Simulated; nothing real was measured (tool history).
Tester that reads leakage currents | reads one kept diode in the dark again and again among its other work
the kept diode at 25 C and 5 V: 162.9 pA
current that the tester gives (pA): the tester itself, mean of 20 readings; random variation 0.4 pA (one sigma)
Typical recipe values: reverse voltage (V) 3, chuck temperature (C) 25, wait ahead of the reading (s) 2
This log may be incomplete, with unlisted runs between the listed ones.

| run | hour | reverse voltage (V) | chuck temperature (C) | wait ahead of the reading (s) | current that the tester gives (pA) |
|---|---|---|---|---|---|
| 1 | 0 | 3 | 25 | 2 | 138.42 |
| 2 | 32.2 | 3 | 25 | 2 | 137.69 |
| 3 | 49.3 | 6.62 | 25 | 2 | 199.74 |
| 4 | 72.3 | 6.62 | 23 | 2 | 174.32 |
| 5 | 98.2 | 3 | 25 | 2 | 139.16 |
| 6 | 112.9 | 3 | 25 | 2 | 140.29 |
| 7 | 128.9 | 3 | 25 | 2 | 138.91 |
| 8 | 151.9 | 3 | 25 | 2 | 139.95 |
| 9 | 182.4 | 3 | 25 | 2 | 140.2 |
| 10 | 215.6 | 3 | 20 | 2 | 97.94 |
| 11 | 239.3 | 3 | 20 | 2 | 98.19 |
| 12 | 268.3 | 3 | 20 | 2 | 98.27 |
| 13 | 288.6 | 3 | 25 | 2 | 141.73 |
| 14 | 311 | 3 | 25 | 2 | 142.14 |
| 15 | 326.9 | 3 | 31 | 1.17 | 218.53 |
| 16 | 354.7 | 2.25 | 55 | 2 | 939.3 |
| 17 | 369.3 | 10 | 26 | 0.62 | 271.32 |
| 18 | 391.6 | 6.28 | 30 | 2 | 287.89 |
| 19 | 425.4 | 4.99 | 50 | 2 | 982.5 |
| 20 | 447.3 | 4.99 | 50 | 2 | 986.01 |
| 21 | 463.7 | 1.71 | 25 | 0.33 | 114.25 |
| 22 | 487.7 | 1.71 | 25 | 0.33 | 114.11 |
| 23 | 515.8 | 1.71 | 25 | 0.33 | 114.76 |
| 24 | 530.7 | 3 | 49 | 2 | 744.43 |
| 25 | 567.2 | 3 | 49 | 2 | 698.05 |
| 26 | 585 | 3 | 49 | 2 | 696.54 |
| 27 | 601.9 | 3 | 49 | 2 | 696.44 |
| 28 | 622.4 | 3 | 53 | 2 | 900.16 |

The log once held 2 entries between its listed runs, left out of this copy. Where does each go, and what is different about the tool's unlogged condition between the listed run before it and the listed run after it?
In the gap between runs 17 and 18: chuck's temperature calibrated (hour 373.9)
  stray current of the dirty probe card, pA a volt: 1.575 -> 1.598; true chuck temperature over the reading, C: 0.76 -> 0.9
  what was measured, less what the result would be without the hidden state, current that the tester gives (pA): +29.43 -> +27.46
In the gap between runs 24 and 25: chuck's temperature calibrated, once more (hour 538.8)
  stray current of the dirty probe card, pA a volt: 1.747 -> 1.785; current scale over the true one, %: 0.04 -> 0.05; true chuck temperature over the reading, C: 1.03 -> 0
  what was measured, less what the result would be without the hidden state, current that the tester gives (pA): +52.86 -> +5.43
